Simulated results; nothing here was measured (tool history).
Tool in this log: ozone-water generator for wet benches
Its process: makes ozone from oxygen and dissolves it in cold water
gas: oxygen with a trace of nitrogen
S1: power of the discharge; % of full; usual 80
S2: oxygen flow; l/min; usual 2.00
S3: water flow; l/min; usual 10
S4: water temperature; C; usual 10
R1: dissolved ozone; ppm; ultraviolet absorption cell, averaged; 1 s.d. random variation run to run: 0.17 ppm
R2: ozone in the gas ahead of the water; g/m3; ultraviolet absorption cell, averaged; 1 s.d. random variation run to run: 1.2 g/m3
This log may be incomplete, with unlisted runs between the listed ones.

run	hour	S1	S2	S3	S4	R1	R2
1	0.0	80	2.00	10	10	19.8	223.9
2	33.7	80	2.00	10	10	19.8	223.9
3	62.6	79	2.00	10	10	19.7	221.1
4	105.1	69	2.00	10	10	17.5	194.8
5	148.3	80	2.83	10	10	20.6	185.6
# hour 155.9: contactor cleaned
6	199.6	80	2.00	10	16	20.2	225.7
7	241.4	80	2.00	10	16	20.3	223.1
8	276.8	80	2.00	10	10	21.8	220.7
9	329.1	80	2.00	10	10	21.5	223.1
10	377.9	80	2.00	10	10	21.5	222.2
11	420.7	80	2.00	10	10	21.8	223.2
12	454.5	80	2.00	10	10	21.6	222.6
13	504.6	80	2.00	10	10	21.5	224.0
14	532.2	80	2.00	10	10	21.7	221.1
15	573.6	80	2.00	10	10	21.5	223.7
16	610.6	80	2.00	10	10	21.6	223.1
17	636.8	80	3.02	7	10	28.2	176.5
18	674.3	72	2.96	10	10	19.9	163.5
19	718.3	64	2.96	10	10	17.8	146.9
20	742.4	64	2.96	10	10	17.8	146.9
21	770.7	64	2.96	10	10	17.9	146.3
22	824.9	64	2.96	10	5	19.3	146.1
23	869.2	80	2.13	13	10	17.1	215.5
24	920.4	80	2.13	12	16	17.4	212.2
25	960.7	80	2.13	13	16	15.9	214.8
26	994.6	91	2.13	13	16	17.9	240.9
27	1037.2	91	2.78	11	16	21.1	208.0
28	1062.1	80	2.00	10	10	21.3	223.9
29	1085.6	40	2.34	6	10	16.8	109.4
30	1113.7	40	1.34	6	8	17.3	149.8
31	1155.3	40	1.34	6	8	17.2	148.1
32	1199.2	56	2.83	10	6	16.8	130.9

5 ways to go on from here, each from the tool as it stands after run 32. What would each give?
A	1236.2	76	2.39	10	10	?	?
B	1236.2	82	2.00	10	10	?	?
C	1236.2	56	2.83	10	18	?	?
D	1236.2	56	1.05	10	6	?	?
E	1236.2	62	2.69	13	10	?	?

run	R1	R2
A	20.6	190.4
B	21.8	226.4
C	14.5	131.5
D	14.0	228.1
E	13.9	149.3
With no hidden state in the tool, these same runs would have given:
run	R1	R2
A	21.4	195.3
B	22.7	232.7
C	14.9	134.0
D	14.5	232.5
E	14.4	152.5
